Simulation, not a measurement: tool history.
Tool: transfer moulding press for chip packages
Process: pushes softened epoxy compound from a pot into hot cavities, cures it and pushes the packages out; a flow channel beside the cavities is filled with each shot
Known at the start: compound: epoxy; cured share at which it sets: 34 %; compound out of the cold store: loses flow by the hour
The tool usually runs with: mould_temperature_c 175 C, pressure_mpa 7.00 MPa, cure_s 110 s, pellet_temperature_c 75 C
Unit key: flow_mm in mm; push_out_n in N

| run | hour | mould_temperature_c | pressure_mpa | cure_s | pellet_temperature_c | incoming compound's hours out of the cold store | flow_mm | push_out_n |
|---|---|---|---|---|---|---|---|---|
| 1 | 0.0 | 175 | 7.00 | 110 | 75 | 45.1 | 476 | 372 |
| 2 | 8.5 | 172 | 7.00 | 110 | 75 | 23.1 | 554 | 423 |
|  | 17.4 | cavities cleaned with cleaning compound and waxed |
| 3 | 18.5 | 180 | 7.00 | 110 | 75 | 8.2 | 576 | 374 |
| 4 | 26.7 | 180 | 7.00 | 110 | 75 | 40.5 | 477 | 370 |
| 5 | 44.1 | 180 | 7.00 | 130 | 75 | 31.4 | 501 | 349 |
| 6 | 59.6 | 180 | 7.00 | 130 | 75 | 15.6 | 550 | 344 |
| 7 | 70.7 | 180 | 7.00 | 130 | 75 | 20.6 | 533 | 349 |
| 8 | 83.7 | 168 | 6.88 | 110 | 75 | 47.1 | 487 | 579 |
| 9 | 99.9 | 181 | 6.88 | 140 | 74 | 15.0 | 542 | 356 |
|  | 109.7 | cavities cleaned with cleaning compound and waxed |
| 10 | 117.0 | 175 | 7.00 | 104 | 82 | 12.7 | 572 | 301 |
|  | 125.8 | cavities cleaned with cleaning compound and waxed, once more |
| 11 | 132.8 | 175 | 7.00 | 101 | 75 | 13.1 | 567 | 319 |
| 12 | 141.9 | 175 | 7.00 | 101 | 75 | 37.8 | 493 | 316 |
| 13 | 152.4 | 168 | 7.00 | 110 | 75 | 33.2 | 528 | 476 |
| 14 | 160.6 | 181 | 7.59 | 90 | 66 | 21.5 | 546 | 328 |

4 ways to go on from here, each from the tool as it stands after run 14. What would each give?
| A | 174.9 | 181 | 7.59 | 115 | 66 | 10.2 | ? | ? |
| B | 174.9 | 174 | 6.30 | 119 | 75 | 14.0 | ? | ? |
| C | 174.9 | 181 | 7.59 | 107 | 66 | 25.4 | ? | ? |
| D | 174.9 | 175 | 7.00 | 132 | 74 | 35.9 | ? | ? |

| run | flow_mm | push_out_n |
|---|---|---|
| A | 580 | 299 |
| B | 541 | 346 |
| C | 532 | 318 |
| D | 498 | 312 |
The same runs, with their run-to-run variation unchanged, on a tool lacking any hidden condition would have given:
| run | flow_mm | push_out_n |
|---|---|---|
| A | 594 | 216 |
| B | 554 | 245 |
| C | 546 | 230 |
| D | 510 | 225 |
